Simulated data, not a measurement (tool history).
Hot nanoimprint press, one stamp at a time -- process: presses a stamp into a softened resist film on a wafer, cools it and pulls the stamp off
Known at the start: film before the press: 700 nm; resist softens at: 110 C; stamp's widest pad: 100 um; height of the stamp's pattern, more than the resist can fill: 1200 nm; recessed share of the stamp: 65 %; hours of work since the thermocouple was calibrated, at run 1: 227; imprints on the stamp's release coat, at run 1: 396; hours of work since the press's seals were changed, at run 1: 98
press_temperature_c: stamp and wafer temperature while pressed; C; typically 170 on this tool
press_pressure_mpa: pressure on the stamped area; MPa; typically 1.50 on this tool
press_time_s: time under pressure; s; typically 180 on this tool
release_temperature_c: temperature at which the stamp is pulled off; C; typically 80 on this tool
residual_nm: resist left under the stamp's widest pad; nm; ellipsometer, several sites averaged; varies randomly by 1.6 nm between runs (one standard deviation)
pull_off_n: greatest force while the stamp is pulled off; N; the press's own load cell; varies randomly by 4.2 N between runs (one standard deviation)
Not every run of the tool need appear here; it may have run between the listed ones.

run   hour  press_temperature_c  press_pressure_mpa  press_time_s  release_temperature_c  hours of work since the thermocouple was calibrated  imprints on the stamp's release coat  hours of work since the press's seals were changed  residual_nm  pull_off_n
  1    0.0                  170                1.50           180                     80                                                  227                                   396                                                  98        397.8         231
  2   25.0                  170                1.50           180                     80                                                  246                                   541                                                 116        401.5         246
  3   41.8                  170                1.50           180                     80                                                  258                                   639                                                 129        399.7         251
  4   64.6                  160                1.50           180                     80                                                  275                                   772                                                 145        555.6         264
      94.6  -- stamp cleaned and given a new release coat
  5   95.4                  160                1.50           180                     80                                                  293                                     4                                                 164        558.3         202
  6  105.6                  170                1.50           180                     80                                                  300                                    64                                                 171        402.1         207
  7  129.9                  170                1.50           179                     80                                                  318                                   205                                                 189        402.9         221
  8  151.9                  170                1.50           180                     80                                                  335                                   334                                                 205        403.9         224
  9  167.1                  170                1.50           180                     80                                                  346                                   422                                                 216        407.3         221
     176.6  -- plate thermocouple calibrated
 10  182.2                  180                1.50           180                     80                                                    4                                   492                                                 225        267.2         246
 11  201.0                  180                1.50           180                     80                                                   18                                   602                                                 239        266.3         245
 12  219.8                  180                1.50           180                     80                                                   32                                   711                                                 253        266.7         252
 13  239.9                  180                1.50           180                     80                                                   47                                   829                                                 268        267.4         263
     260.6  -- stamp cleaned and given a new release coat
 14  266.6                  165                1.50           180                     80                                                   62                                    35                                                 283        480.5         202
 15  279.5                  165                1.50           180                     80                                                   71                                   110                                                 292        479.6         212
 16  297.1                  165                1.13           180                     80                                                   84                                   213                                                 305        520.9         209
 17  320.7                  162                1.11           180                     80                                                  101                                   350                                                 323        565.3         228
 18  340.3                  166                1.50           180                     80                                                  116                                   464                                                 337        463.9         241
 19  358.9                  166                1.50           180                     80                                                  130                                   572                                                 351        464.6         251
 20  378.4                  162                1.50           198                     80                                                  144                                   686                                                 365        519.4         260
 21  395.5                  161                1.50           208                     86                                                  157                                   786                                                 378        526.9         240

Run 22 comes next. What will it give?
     423.3  -- stamp cleaned and given a new release coat
 22  426.8                  161                1.50           208                     86                                                  175                                    20                                                 396            ?           ?

Run 22 yielded residual_nm 532.7 nm, pull_off_n 195 N.
Without the tool's hidden state the same run would have given residual_nm 520.8 nm, pull_off_n 193 N.
